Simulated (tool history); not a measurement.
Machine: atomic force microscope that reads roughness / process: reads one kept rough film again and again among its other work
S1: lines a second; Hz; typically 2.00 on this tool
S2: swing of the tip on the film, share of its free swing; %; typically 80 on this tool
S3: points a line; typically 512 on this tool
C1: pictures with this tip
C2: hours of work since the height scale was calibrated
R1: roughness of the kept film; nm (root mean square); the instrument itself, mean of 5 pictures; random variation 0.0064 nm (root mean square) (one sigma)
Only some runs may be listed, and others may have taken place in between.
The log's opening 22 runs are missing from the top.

run 23 day=11.279 | S1=1.44 S2=80 S3=290 | C1=115 C2=248 | R1=1.280
run 24 day=11.712 | S1=1.44 S2=80 S3=290 | C1=126 C2=252 | R1=1.281
run 25 day=12.329 | S1=2.00 S2=68 S3=512 | C1=141 C2=258 | R1=1.354
run 26 day=12.638 | S1=1.72 S2=63 S3=512 | C1=149 C2=262 | R1=1.411
run 27 day=12.962 | S1=0.51 S2=80 S3=698 | C1=157 C2=265 | R1=1.437
run 28 day=13.308 | S1=0.82 S2=80 S3=512 | C1=165 C2=268 | R1=1.394
run 29 day=13.804 | S1=1.81 S2=81 S3=398 | C1=178 C2=273 | R1=1.238
run 30 day=14.400 | S1=2.14 S2=72 S3=555 | C1=193 C2=279 | R1=1.313

5 options for the next run, each taken on its own from the tool as it stands now. Forecast them:
run A day=14.779 | S1=2.14 S2=72 S3=274 | C1=202 C2=283 | R1=?
run B day=14.779 | S1=2.00 S2=80 S3=491 | C1=202 C2=283 | R1=?
run C day=14.779 | S1=1.99 S2=73 S3=559 | C1=202 C2=283 | R1=?
run D day=14.779 | S1=2.14 S2=72 S3=623 | C1=202 C2=283 | R1=?
run E day=14.779 | S1=0.52 S2=56 S3=350 | C1=202 C2=283 | R1=?

run=A R1=1.290
run=B R1=1.248
run=C R1=1.320
run=D R1=1.326
run=E R1=1.475
Stripped of hidden state, with their random variation kept, the same runs would have yielded:
run=A R1=1.293
run=B R1=1.251
run=C R1=1.323
run=D R1=1.329
run=E R1=1.478
